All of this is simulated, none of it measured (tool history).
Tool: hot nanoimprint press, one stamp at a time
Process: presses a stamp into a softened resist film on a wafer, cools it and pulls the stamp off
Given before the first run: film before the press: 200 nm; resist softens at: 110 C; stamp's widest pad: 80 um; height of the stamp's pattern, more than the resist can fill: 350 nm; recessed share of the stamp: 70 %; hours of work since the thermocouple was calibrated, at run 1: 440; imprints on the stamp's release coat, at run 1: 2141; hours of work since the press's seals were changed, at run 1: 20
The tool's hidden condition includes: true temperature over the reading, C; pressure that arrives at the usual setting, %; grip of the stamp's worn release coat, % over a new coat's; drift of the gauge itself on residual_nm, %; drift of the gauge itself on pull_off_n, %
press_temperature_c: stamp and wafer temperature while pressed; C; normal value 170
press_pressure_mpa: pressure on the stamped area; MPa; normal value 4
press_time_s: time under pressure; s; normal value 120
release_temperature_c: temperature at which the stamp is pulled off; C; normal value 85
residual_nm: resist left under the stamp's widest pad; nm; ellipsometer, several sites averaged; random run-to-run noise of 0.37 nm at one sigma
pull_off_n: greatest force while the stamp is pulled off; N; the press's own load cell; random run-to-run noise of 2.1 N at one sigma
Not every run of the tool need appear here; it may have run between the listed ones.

| run | hour | press_temperature_c | press_pressure_mpa | press_time_s | release_temperature_c | hours of work since the thermocouple was calibrated | imprints on the stamp's release coat | hours of work since the press's seals were changed | residual_nm | pull_off_n |
|---|---|---|---|---|---|---|---|---|---|---|
| 1 | 0 | 170 | 4 | 120 | 85 | 440 | 2141 | 20 | 102.5 | 94 |
| 2 | 6.6 | 170 | 4 | 120 | 85 | 445 | 2165 | 25 | 102 | 93 |
| 3 | 13.7 | 170 | 4 | 120 | 85 | 451 | 2191 | 31 | 102.2 | 94 |
| 4 | 22.4 | 170 | 4 | 120 | 85 | 457 | 2223 | 38 | 102.9 | 95 |
| 5 | 32.8 | 170 | 4 | 120 | 85 | 466 | 2260 | 46 | 103 | 94 |
| 6 | 37.6 | 170 | 4 | 120 | 85 | 469 | 2278 | 49 | 102.3 | 90 |
|  | 46.4 | stamp cleaned and given a new release coat |
| 7 | 50.8 | 168 | 2.91 | 120 | 85 | 475 | 16 | 55 | 125.6 | 92 |
| 8 | 60.5 | 168 | 2.91 | 120 | 85 | 483 | 51 | 63 | 126.2 | 88 |

What does the tool deliver on the next run?
| 9 | 66.5 | 168 | 2.91 | 120 | 85 | 487 | 73 | 67 | ? | ? |

{"run 9": {"residual_nm": 125.1, "pull_off_n": 96}}
Without the tool's hidden state the same run would have given residual_nm 124.2 nm, pull_off_n 96 N.
